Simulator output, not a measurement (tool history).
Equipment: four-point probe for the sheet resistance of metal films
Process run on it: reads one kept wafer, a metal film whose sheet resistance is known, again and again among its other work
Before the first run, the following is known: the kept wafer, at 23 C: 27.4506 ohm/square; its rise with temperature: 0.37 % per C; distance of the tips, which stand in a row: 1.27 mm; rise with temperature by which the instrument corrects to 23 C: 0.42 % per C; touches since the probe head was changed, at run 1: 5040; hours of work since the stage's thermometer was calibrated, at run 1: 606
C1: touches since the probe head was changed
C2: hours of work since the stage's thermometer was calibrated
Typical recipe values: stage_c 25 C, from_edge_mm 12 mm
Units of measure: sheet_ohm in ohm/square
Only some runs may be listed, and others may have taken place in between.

run 1 hour=0 | stage_c=25 from_edge_mm=12 | C1=5040 C2=606 | sheet_ohm=27.661817
run 2 hour=55.5 | stage_c=25 from_edge_mm=12 | C1=6436 C2=646 | sheet_ohm=27.654564
run 3 hour=92.8 | stage_c=25 from_edge_mm=62 | C1=7375 C2=672 | sheet_ohm=27.495251
run 4 hour=131.3 | stage_c=34 from_edge_mm=62 | C1=8343 C2=700 | sheet_ohm=27.379393
run 5 hour=157.6 | stage_c=29 from_edge_mm=12 | C1=9006 C2=719 | sheet_ohm=27.605781
run 6 hour=203.9 | stage_c=24 from_edge_mm=12 | C1=10171 C2=752 | sheet_ohm=27.66889
run 7 hour=240.9 | stage_c=25 from_edge_mm=12 | C1=11100 C2=778 | sheet_ohm=27.65314
run 8 hour=277.6 | stage_c=25 from_edge_mm=12 | C1=12025 C2=804 | sheet_ohm=27.645485
run 9 hour=336.7 | stage_c=18 from_edge_mm=32 | C1=13510 C2=846 | sheet_ohm=27.605716
-- hour=341 stage's thermometer calibrated
run 10 hour=393.8 | stage_c=21 from_edge_mm=11 | C1=14934 C2=38 | sheet_ohm=27.724124
run 11 hour=424.2 | stage_c=27 from_edge_mm=10 | C1=15699 C2=59 | sheet_ohm=27.679995
run 12 hour=465.5 | stage_c=27 from_edge_mm=35 | C1=16739 C2=89 | sheet_ohm=27.459166
run 13 hour=505.5 | stage_c=18 from_edge_mm=3 | C1=17746 C2=117 | sheet_ohm=29.970604
run 14 hour=551 | stage_c=20 from_edge_mm=73 | C1=18890 C2=150 | sheet_ohm=27.53401
run 15 hour=578.6 | stage_c=23 from_edge_mm=23 | C1=19585 C2=169 | sheet_ohm=27.531007

Each row is a separate what-if for the run after 15, all from the same tool condition, not one after another. Results?
-- hour=632 stage's thermometer calibrated, once more
run A hour=638.2 | stage_c=25 from_edge_mm=45 | C1=21072 C2=4 | sheet_ohm=?
-- hour=632 stage's thermometer calibrated, once more
run B hour=638.2 | stage_c=29 from_edge_mm=23 | C1=21072 C2=4 | sheet_ohm=?
-- hour=632 stage's thermometer calibrated, once more
run C hour=638.2 | stage_c=24 from_edge_mm=3 | C1=21072 C2=4 | sheet_ohm=?
-- hour=632 stage's thermometer calibrated, once more
run D hour=638.2 | stage_c=23 from_edge_mm=70 | C1=21072 C2=4 | sheet_ohm=?

run=A sheet_ohm=27.444755
run=B sheet_ohm=27.430261
run=C sheet_ohm=29.837146
run=D sheet_ohm=27.470746
Without the tool's hidden state the same runs would have given:
run=A sheet_ohm=27.433578
run=B sheet_ohm=27.419134
run=C sheet_ohm=29.825049
run=D sheet_ohm=27.459537
